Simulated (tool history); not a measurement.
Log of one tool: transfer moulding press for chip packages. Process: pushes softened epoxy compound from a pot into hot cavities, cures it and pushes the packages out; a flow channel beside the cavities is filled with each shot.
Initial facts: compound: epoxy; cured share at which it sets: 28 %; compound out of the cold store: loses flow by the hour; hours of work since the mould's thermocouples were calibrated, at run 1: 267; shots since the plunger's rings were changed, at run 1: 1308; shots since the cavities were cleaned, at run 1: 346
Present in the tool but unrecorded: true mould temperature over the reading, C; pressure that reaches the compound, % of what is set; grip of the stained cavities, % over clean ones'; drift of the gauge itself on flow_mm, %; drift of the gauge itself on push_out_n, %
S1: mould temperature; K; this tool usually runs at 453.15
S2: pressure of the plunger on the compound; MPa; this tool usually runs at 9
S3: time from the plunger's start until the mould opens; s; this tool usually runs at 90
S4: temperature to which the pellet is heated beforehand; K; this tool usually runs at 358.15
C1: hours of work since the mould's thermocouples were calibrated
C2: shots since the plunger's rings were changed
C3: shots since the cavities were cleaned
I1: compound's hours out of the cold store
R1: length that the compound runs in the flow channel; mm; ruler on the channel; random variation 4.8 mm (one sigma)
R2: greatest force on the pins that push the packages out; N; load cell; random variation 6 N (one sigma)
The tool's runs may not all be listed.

run    hour      S1     S2   S3      S4   C1    C2   C3    I1   R1   R2
  1       0  453.15      9   90  358.15  267  1308  346    28  801  336
       27.8  -- cavities cleaned with cleaning compound and waxed
  2    37.8  453.15      9   90  358.15  293  1822  142  42.3  723  282
         77  -- cavities cleaned with cleaning compound and waxed
  3   104.5  458.15      9   90  358.15  339  2746  390  20.6  812  312
      125.5  -- cavities cleaned with cleaning compound and waxed
  4   157.6  453.15   9.76   90  358.15  376  3476  455  32.5  781  346
      176.4  -- cavities cleaned with cleaning compound and waxed
      192.9  -- plunger's sealing rings changed
  5   223.1  453.15   9.76   90  358.15  420   428  627    43  767  381
      228.5  -- cavities cleaned with cleaning compound and waxed
      278.8  -- cavities cleaned with cleaning compound and waxed
  6   278.8  451.15      9   90  358.15  457  1175    0  26.6  815  248
      316.8  -- mould's thermocouples calibrated
  7   318.4  451.15      9   90  358.15    1  1708  533    27  809  388
      329.7  -- cavities cleaned with cleaning compound and waxed
      376.7  -- cavities cleaned with cleaning compound and waxed
  8     387  451.15      9   90  358.15   48  2636  145  34.9  766  306
      426.8  -- cavities cleaned with cleaning compound and waxed
  9   454.5  451.15   8.49   90  358.15   95  3572  392  19.1  808  382
      477.8  -- cavities cleaned with cleaning compound and waxed
      483.4  -- plunger's sealing rings changed
      529.1  -- cavities cleaned with cleaning compound and waxed
 10   529.1  453.15   7.34   90  358.15  144   626    0  47.5  653  235
        575  -- mould's thermocouples calibrated, once more
      582.9  -- cavities cleaned with cleaning compound and waxed
 11   587.6  453.15      9   90  358.15    8  1405   67  22.6  827  243
 12   621.9  453.15      9   90  358.15   32  1892  554  25.3  813  351
      632.3  -- cavities cleaned with cleaning compound and waxed
 13   659.2  453.15      9   90  358.15   58  2399  382  38.7  743  322
      682.5  -- cavities cleaned with cleaning compound and waxed
 14   726.3  461.15   8.32   85  358.15  104  3328  621  29.8  723  322
      733.8  -- cavities cleaned with cleaning compound and waxed
      773.7  -- plunger's sealing rings changed
      785.8  -- cavities cleaned with cleaning compound and waxed
 15   785.8  461.15   8.32   78  363.15  143   151    0  35.9  726  219
      835.7  -- cavities cleaned with cleaning compound and waxed
 16   845.6  449.15      9  107  358.15  184   977  141  27.7  822  275
      886.2  -- cavities cleaned with cleaning compound and waxed
 17   902.5  449.15  10.63   75  365.15  224  1762  231  28.7  869  500
      938.3  -- cavities cleaned with cleaning compound and waxed
 18     979  449.15  10.63   75  365.15  277  2825  577    17  928  623
      985.6  -- cavities cleaned with cleaning compound and waxed
 19  1025.9  449.15  10.63   75  365.15  309  3467  570     9  972  681
     1037.2  -- cavities cleaned with cleaning compound and waxed
       1065  -- plunger's sealing rings changed
     1087.4  -- cavities cleaned with cleaning compound and waxed
 20  1101.7  449.15   6.83   75  365.15  360   499  202  25.4  719  483
     1138.2  -- cavities cleaned with cleaning compound and waxed
 21    1157  449.15   6.83   75  365.15  398  1261  266  12.1  794  564
     1186.3  -- cavities cleaned with cleaning compound and waxed
 22  1221.4  450.15   8.69   98  365.15  443  2153  498  37.6  745  361
     1235.2  -- cavities cleaned with cleaning compound and waxed
     1279.3  -- mould's thermocouples calibrated
 23  1279.3  454.15   9.02  113  351.15    0  2922  595    23  814  326
     1287.3  -- cavities cleaned with cleaning compound and waxed
     1337.6  -- cavities cleaned with cleaning compound and waxed
     1354.7  -- plunger's sealing rings changed
 24  1355.2  454.15   9.02  113  351.15   50     8  215  30.5  796  266

Alternative continuations, all from the tool just after run 24; predict every row:
     1388.5  -- cavities cleaned with cleaning compound and waxed
  A  1400.3  457.15   9.02  113  351.15  81  625  166  34.2   ?   ?
     1388.5  -- cavities cleaned with cleaning compound and waxed
  B  1400.3  453.15  10.76   91  353.15  81  625  166  15.7   ?   ?
     1388.5  -- cavities cleaned with cleaning compound and waxed
  C  1400.3  453.15      9   86  352.15  81  625  166  44.1   ?   ?
     1388.5  -- cavities cleaned with cleaning compound and waxed
  D  1400.3  451.15   6.83   90  352.15  81  625  166  18.9   ?   ?

run   R1   R2
  A  764  250
  B  959  285
  C  730  291
  D  758  305
Without the tool's hidden state the same runs would have given:
run   R1   R2
  A  772  198
  B  968  225
  C  738  229
  D  765  239
